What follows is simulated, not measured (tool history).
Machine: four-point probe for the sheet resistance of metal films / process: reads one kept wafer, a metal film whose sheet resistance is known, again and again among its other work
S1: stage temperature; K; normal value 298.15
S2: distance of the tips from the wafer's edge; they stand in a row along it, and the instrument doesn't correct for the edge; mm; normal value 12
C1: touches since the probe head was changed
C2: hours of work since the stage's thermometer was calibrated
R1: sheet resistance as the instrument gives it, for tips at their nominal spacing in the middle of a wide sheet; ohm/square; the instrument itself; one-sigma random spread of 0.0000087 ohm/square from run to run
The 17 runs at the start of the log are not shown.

run 18 hour=1391.6 | S1=292.15 S2=12 | C1=93593 C2=398 | R1=0.043273
run 19 hour=1505.7 | S1=298.15 S2=40 | C1=97699 C2=477 | R1=0.043127
run 20 hour=1608.6 | S1=298.15 S2=40 | C1=101406 C2=547 | R1=0.043140
run 21 hour=1723.6 | S1=296.15 S2=7 | C1=105545 C2=626 | R1=0.043591
run 22 hour=1784.8 | S1=302.15 S2=33 | C1=107747 C2=668 | R1=0.043131
run 23 hour=1888.3 | S1=294.15 S2=10 | C1=111473 C2=740 | R1=0.043364
run 24 hour=1998.7 | S1=296.15 S2=62 | C1=115451 C2=815 | R1=0.043105
run 25 hour=2078.4 | S1=291.15 S2=22 | C1=118320 C2=870 | R1=0.043165
run 26 hour=2138.3 | S1=293.15 S2=19 | C1=120476 C2=911 | R1=0.043180
run 27 hour=2265.8 | S1=304.15 S2=4 | C1=125066 C2=999 | R1=0.044518
run 28 hour=2382.2 | S1=304.15 S2=4 | C1=129257 C2=1079 | R1=0.044514
run 29 hour=2482.3 | S1=291.15 S2=3 | C1=132859 C2=1148 | R1=0.045559

Expected results for the next run?
-- hour=2520.5 new probe head fitted
run 30 hour=2581.8 | S1=291.15 S2=3 | C1=2206 C2=1215 | R1=?

R1: 0.045527 ohm/square
If the tool had no hidden condition, the same run with the same run-to-run variation would have returned R1 0.045524 ohm/square.
